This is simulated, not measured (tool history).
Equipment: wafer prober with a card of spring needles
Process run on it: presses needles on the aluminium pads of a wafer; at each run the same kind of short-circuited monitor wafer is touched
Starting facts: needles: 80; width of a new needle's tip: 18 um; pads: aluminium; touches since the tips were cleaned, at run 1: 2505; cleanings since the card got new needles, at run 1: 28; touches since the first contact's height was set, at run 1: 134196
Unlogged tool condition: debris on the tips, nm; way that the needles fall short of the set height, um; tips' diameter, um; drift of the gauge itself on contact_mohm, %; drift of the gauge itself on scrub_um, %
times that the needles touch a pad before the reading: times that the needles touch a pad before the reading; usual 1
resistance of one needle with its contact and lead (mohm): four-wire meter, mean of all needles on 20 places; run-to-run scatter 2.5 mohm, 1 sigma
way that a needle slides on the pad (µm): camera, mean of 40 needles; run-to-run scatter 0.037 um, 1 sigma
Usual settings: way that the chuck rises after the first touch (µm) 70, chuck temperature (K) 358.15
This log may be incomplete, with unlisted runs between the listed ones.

| run | hour | way that the chuck rises after the first touch (µm) | chuck temperature (K) | times that the needles touch a pad before the reading | touches since the tips were cleaned | cleanings since the card got new needles | touches since the first contact's height was set | resistance of one needle with its contact and lead (mohm) | way that a needle slides on the pad (µm) |
|---|---|---|---|---|---|---|---|---|---|
| 1 | 0.0 | 70 | 358.15 | 1 | 2505 | 28 | 134196 | 352 | 9.18 |
|  | 4.8 | tips cleaned on abrasive film |
| 2 | 9.9 | 70 | 358.15 | 1 | 1827 | 29 | 137703 | 410 | 9.15 |
|  | 16.4 | tips cleaned on abrasive film |
| 3 | 17.4 | 70 | 358.15 | 1 | 370 | 30 | 140357 | 312 | 9.16 |
|  | 20.4 | tips cleaned on abrasive film, once more |
| 4 | 24.4 | 70 | 358.15 | 1 | 1438 | 31 | 142829 | 334 | 9.09 |
|  | 31.6 | tips cleaned on abrasive film |
| 5 | 34.1 | 70 | 358.15 | 1 | 899 | 32 | 146249 | 322 | 9.13 |
|  | 42.7 | tips cleaned on abrasive film |
| 6 | 42.9 | 70 | 358.15 | 1 | 66 | 33 | 149363 | 295 | 9.09 |
| 7 | 49.1 | 70 | 358.15 | 1 | 2301 | 33 | 151598 | 352 | 9.06 |
|  | 54.0 | tips cleaned on abrasive film |
| 8 | 60.1 | 70 | 358.15 | 1 | 2181 | 34 | 155487 | 358 | 9.15 |
|  | 65.4 | tips cleaned on abrasive film |
| 9 | 70.1 | 70 | 358.15 | 1 | 1665 | 35 | 159018 | 342 | 9.07 |
|  | 76.8 | tips cleaned on abrasive film |
| 10 | 76.8 | 70 | 358.15 | 1 | 0 | 36 | 161400 | 300 | 9.09 |
| 11 | 84.0 | 70 | 358.15 | 1 | 2556 | 36 | 163956 | 357 | 9.07 |
|  | 88.9 | tips cleaned on abrasive film |
| 12 | 94.9 | 70 | 358.15 | 1 | 2157 | 37 | 167828 | 356 | 8.99 |
|  | 100.6 | tips cleaned on abrasive film |
| 13 | 102.4 | 70 | 358.15 | 1 | 636 | 38 | 170490 | 322 | 9.02 |
| 14 | 108.2 | 70 | 358.15 | 1 | 2690 | 38 | 172544 | 366 | 9.00 |
|  | 111.8 | tips cleaned on abrasive film |
| 15 | 117.2 | 70 | 358.15 | 1 | 1912 | 39 | 175736 | 356 | 9.07 |
|  | 123.4 | tips cleaned on abrasive film |
| 16 | 125.8 | 70 | 358.15 | 1 | 847 | 40 | 178788 | 325 | 8.97 |
| 17 | 132.9 | 70 | 358.15 | 1 | 3371 | 40 | 181312 | 372 | 9.05 |
|  | 135.4 | tips cleaned on abrasive film |
| 18 | 143.6 | 70 | 342.15 | 1 | 2955 | 41 | 185136 | 362 | 9.03 |
|  | 147.0 | tips cleaned on abrasive film |
| 19 | 152.0 | 81 | 335.15 | 1 | 1783 | 42 | 188079 | 326 | 10.50 |
|  | 158.4 | tips cleaned on abrasive film |
| 20 | 158.4 | 70 | 358.15 | 1 | 0 | 43 | 190331 | 295 | 8.99 |
| 21 | 166.4 | 54 | 300.15 | 2 | 2860 | 43 | 193191 | 362 | 6.85 |
|  | 169.9 | tips cleaned on abrasive film |
| 22 | 177.3 | 54 | 327.15 | 2 | 2653 | 44 | 197071 | 365 | 6.85 |
|  | 181.1 | tips cleaned on abrasive film |
| 23 | 182.8 | 54 | 327.15 | 2 | 631 | 45 | 199020 | 319 | 6.83 |
| 24 | 187.8 | 61 | 301.15 | 3 | 2423 | 45 | 200812 | 311 | 7.73 |
|  | 193.1 | tips cleaned on abrasive film |
| 25 | 198.0 | 74 | 300.15 | 2 | 1756 | 46 | 204413 | 305 | 9.55 |
|  | 204.9 | tips cleaned on abrasive film |
| 26 | 206.5 | 74 | 300.15 | 2 | 585 | 47 | 207417 | 292 | 9.45 |
| 27 | 215.4 | 74 | 300.15 | 2 | 3761 | 47 | 210593 | 322 | 9.48 |
|  | 216.4 | tips cleaned on abrasive film |
| 28 | 224.5 | 74 | 300.15 | 2 | 2897 | 48 | 213809 | 317 | 9.50 |
|  | 227.7 | tips cleaned on abrasive film |
| 29 | 234.8 | 70 | 310.15 | 2 | 2548 | 49 | 217470 | 324 | 8.90 |
|  | 239.0 | tips cleaned on abrasive film |
| 30 | 240.6 | 70 | 310.15 | 2 | 547 | 50 | 219501 | 294 | 8.95 |
|  | 250.5 | tips cleaned on abrasive film |
| 31 | 251.4 | 85 | 335.15 | 1 | 342 | 51 | 223359 | 296 | 11.05 |
| 32 | 257.1 | 79 | 305.15 | 2 | 2362 | 51 | 225379 | 308 | 10.10 |
|  | 262.0 | tips cleaned on abrasive film |
| 33 | 266.7 | 70 | 325.15 | 1 | 1686 | 52 | 228783 | 340 | 8.94 |
|  | 273.4 | tips cleaned on abrasive film |
| 34 | 276.4 | 58 | 300.15 | 2 | 1061 | 53 | 232212 | 318 | 7.17 |

Hidden condition of the tool, last listed run before each entry between runs versus first listed run after:
Runs 1 to 2: tips cleaned on abrasive film (hour 4.8)
  debris on the tips, nm: 49.9 -> 95.4; way that the needles fall short of the set height, um: 2.09 -> 2.66; tips' diameter, um: 18.73 -> 19.24
  measured less the result without the state, resistance of one needle with its contact and lead (mohm): +62 -> +125; way that a needle slides on the pad (µm): -0.28 -> -0.36
Runs 2 to 3: tips cleaned on abrasive film (hour 16.4)
  debris on the tips, nm: 95.4 -> 15.7; way that the needles fall short of the set height, um: 2.66 -> 2.75; tips' diameter, um: 19.24 -> 19.27
  measured less the result without the state, resistance of one needle with its contact and lead (mohm): +125 -> +22; way that a needle slides on the pad (µm): -0.36 -> -0.38
Runs 3 to 4: tips cleaned on abrasive film, once more (hour 20.4)
  debris on the tips, nm: 15.7 -> 33.3; way that the needles fall short of the set height, um: 2.75 -> 2.83; tips' diameter, um: 19.27 -> 19.3
  measured less the result without the state, resistance of one needle with its contact and lead (mohm): +22 -> +45; way that a needle slides on the pad (µm): -0.38 -> -0.39
Runs 4 to 5: tips cleaned on abrasive film (hour 31.6)
  debris on the tips, nm: 33.3 -> 24.6; way that the needles fall short of the set height, um: 2.83 -> 2.92; tips' diameter, um: 19.3 -> 19.33
  measured less the result without the state, resistance of one needle with its contact and lead (mohm): +45 -> +34; way that a needle slides on the pad (µm): -0.39 -> -0.40
Runs 5 to 6: tips cleaned on abrasive film (hour 42.7)
  debris on the tips, nm: 24.6 -> 5.4; way that the needles fall short of the set height, um: 2.92 -> 2.99; tips' diameter, um: 19.33 -> 19.36
  measured less the result without the state, resistance of one needle with its contact and lead (mohm): +34 -> +9; way that a needle slides on the pad (µm): -0.40 -> -0.41
Runs 7 to 8: tips cleaned on abrasive film (hour 54.0)
  debris on the tips, nm: 46.3 -> 47.1; way that the needles fall short of the set height, um: 2.99 -> 3.05; tips' diameter, um: 19.36 -> 19.38
  measured less the result without the state, resistance of one needle with its contact and lead (mohm): +63 -> +66; way that a needle slides on the pad (µm): -0.40 -> -0.42
Runs 8 to 9: tips cleaned on abrasive film (hour 65.4)
  debris on the tips, nm: 47.1 -> 39.8; way that the needles fall short of the set height, um: 3.05 -> 3.13; tips' diameter, um: 19.38 -> 19.41
  measured less the result without the state, resistance of one needle with its contact and lead (mohm): +66 -> +55; way that a needle slides on the pad (µm): -0.42 -> -0.43
Runs 9 to 10: tips cleaned on abrasive film (hour 76.8)
  debris on the tips, nm: 39.8 -> 6.9; way that the needles fall short of the set height, um: 3.13 -> 3.21; tips' diameter, um: 19.41 -> 19.43
  measured less the result without the state, resistance of one needle with its contact and lead (mohm): +55 -> +11; way that a needle slides on the pad (µm): -0.43 -> -0.44
Runs 11 to 12: tips cleaned on abrasive film (hour 88.9)
  debris on the tips, nm: 52 -> 47.6; way that the needles fall short of the set height, um: 3.21 -> 3.26; tips' diameter, um: 19.43 -> 19.45
  measured less the result without the state, resistance of one needle with its contact and lead (mohm): +71 -> +67; way that a needle slides on the pad (µm): -0.43 -> -0.45
Runs 12 to 13: tips cleaned on abrasive film (hour 100.6)
  debris on the tips, nm: 47.6 -> 22.3; way that the needles fall short of the set height, um: 3.26 -> 3.36; tips' diameter, um: 19.45 -> 19.49
  measured less the result without the state, resistance of one needle with its contact and lead (mohm): +67 -> +32; way that a needle slides on the pad (µm): -0.45 -> -0.45
Runs 14 to 15: tips cleaned on abrasive film (hour 111.8)
  debris on the tips, nm: 52.1 -> 43.8; way that the needles fall short of the set height, um: 3.36 -> 3.43; tips' diameter, um: 19.49 -> 19.51
  measured less the result without the state, resistance of one needle with its contact and lead (mohm): +74 -> +63; way that a needle slides on the pad (µm): -0.46 -> -0.46
Runs 15 to 16: tips cleaned on abrasive film (hour 123.4)
  debris on the tips, nm: 43.8 -> 25.6; way that the needles fall short of the set height, um: 3.43 -> 3.49; tips' diameter, um: 19.51 -> 19.54
  measured less the result without the state, resistance of one needle with its contact and lead (mohm): +63 -> +38; way that a needle slides on the pad (µm): -0.46 -> -0.48
Runs 17 to 18: tips cleaned on abrasive film (hour 135.4)
  debris on the tips, nm: 57.2 -> 54.7; way that the needles fall short of the set height, um: 3.49 -> 3.56; tips' diameter, um: 19.54 -> 19.56
  measured less the result without the state, resistance of one needle with its contact and lead (mohm): +81 -> +80; way that a needle slides on the pad (µm): -0.47 -> -0.48
Runs 18 to 19: tips cleaned on abrasive film (hour 147.0)
  debris on the tips, nm: 54.7 -> 40.4; way that the needles fall short of the set height, um: 3.56 -> 3.63; tips' diameter, um: 19.56 -> 19.58
  measured less the result without the state, resistance of one needle with its contact and lead (mohm): +80 -> +46; way that a needle slides on the pad (µm): -0.48 -> -0.49
Runs 19 to 20: tips cleaned on abrasive film (hour 158.4)
  debris on the tips, nm: 40.4 -> 3.9; way that the needles fall short of the set height, um: 3.63 -> 3.71; tips' diameter, um: 19.58 -> 19.61
  measured less the result without the state, resistance of one needle with its contact and lead (mohm): +46 -> +7; way that a needle slides on the pad (µm): -0.49 -> -0.51
Runs 21 to 22: tips cleaned on abrasive film (hour 169.9)
  debris on the tips, nm: 53.7 -> 51.2; way that the needles fall short of the set height, um: 3.71 -> 3.77; tips' diameter, um: 19.61 -> 19.63
  measured less the result without the state, resistance of one needle with its contact and lead (mohm): +86 -> +79; way that a needle slides on the pad (µm): -0.51 -> -0.51
Runs 22 to 23: tips cleaned on abrasive film (hour 181.1)
  debris on the tips, nm: 51.2 -> 22.4; way that the needles fall short of the set height, um: 3.77 -> 3.82; tips' diameter, um: 19.63 -> 19.65
  measured less the result without the state, resistance of one needle with its contact and lead (mohm): +79 -> +36; way that a needle slides on the pad (µm): -0.51 -> -0.52
Runs 24 to 25: tips cleaned on abrasive film (hour 193.1)
  debris on the tips, nm: 49.4 -> 38.4; way that the needles fall short of the set height, um: 3.82 -> 3.91; tips' diameter, um: 19.65 -> 19.68
  measured less the result without the state, resistance of one needle with its contact and lead (mohm): +38 -> +33; way that a needle slides on the pad (µm): -0.52 -> -0.54
Runs 25 to 26: tips cleaned on abrasive film (hour 204.9)
  debris on the tips, nm: 38.4 -> 19.7; way that the needles fall short of the set height, um: 3.91 -> 3.97; tips' diameter, um: 19.68 -> 19.7
  measured less the result without the state, resistance of one needle with its contact and lead (mohm): +33 -> +18; way that a needle slides on the pad (µm): -0.54 -> -0.54
Runs 27 to 28: tips cleaned on abrasive film (hour 216.4)
  debris on the tips, nm: 62.9 -> 52.4; way that the needles fall short of the set height, um: 3.97 -> 4.04; tips' diameter, um: 19.7 -> 19.73
  measured less the result without the state, resistance of one needle with its contact and lead (mohm): +54 -> +46; way that a needle slides on the pad (µm): -0.54 -> -0.55
Runs 28 to 29: tips cleaned on abrasive film (hour 227.7)
  debris on the tips, nm: 52.4 -> 50; way that the needles fall short of the set height, um: 4.04 -> 4.11; tips' diameter, um: 19.73 -> 19.75
  measured less the result without the state, resistance of one needle with its contact and lead (mohm): +46 -> +48; way that a needle slides on the pad (µm): -0.55 -> -0.56
Runs 29 to 30: tips cleaned on abrasive film (hour 239.0)
  debris on the tips, nm: 50 -> 17.7; way that the needles fall short of the set height, um: 4.11 -> 4.17; tips' diameter, um: 19.75 -> 19.77
  measured less the result without the state, resistance of one needle with its contact and lead (mohm): +48 -> +18; way that a needle slides on the pad (µm): -0.56 -> -0.57
Runs 30 to 31: tips cleaned on abrasive film (hour 250.5)
  debris on the tips, nm: 17.7 -> 14.9; way that the needles fall short of the set height, um: 4.17 -> 4.26; tips' diameter, um: 19.77 -> 19.8
  measured less the result without the state, resistance of one needle with its contact and lead (mohm): +18 -> +16; way that a needle slides on the pad (µm): -0.57 -> -0.58
Runs 32 to 33: tips cleaned on abrasive film (hour 262.0)
  debris on the tips, nm: 48.3 -> 38.7; way that the needles fall short of the set height, um: 4.26 -> 4.34; tips' diameter, um: 19.8 -> 19.83
  measured less the result without the state, resistance of one needle with its contact and lead (mohm): +37 -> +61; way that a needle slides on the pad (µm): -0.58 -> -0.59
Runs 33 to 34: tips cleaned on abrasive film (hour 273.4)
  debris on the tips, nm: 38.7 -> 29.7; way that the needles fall short of the set height, um: 4.34 -> 4.43; tips' diameter, um: 19.83 -> 19.86
  measured less the result without the state, resistance of one needle with its contact and lead (mohm): +61 -> +44; way that a needle slides on the pad (µm): -0.59 -> -0.60

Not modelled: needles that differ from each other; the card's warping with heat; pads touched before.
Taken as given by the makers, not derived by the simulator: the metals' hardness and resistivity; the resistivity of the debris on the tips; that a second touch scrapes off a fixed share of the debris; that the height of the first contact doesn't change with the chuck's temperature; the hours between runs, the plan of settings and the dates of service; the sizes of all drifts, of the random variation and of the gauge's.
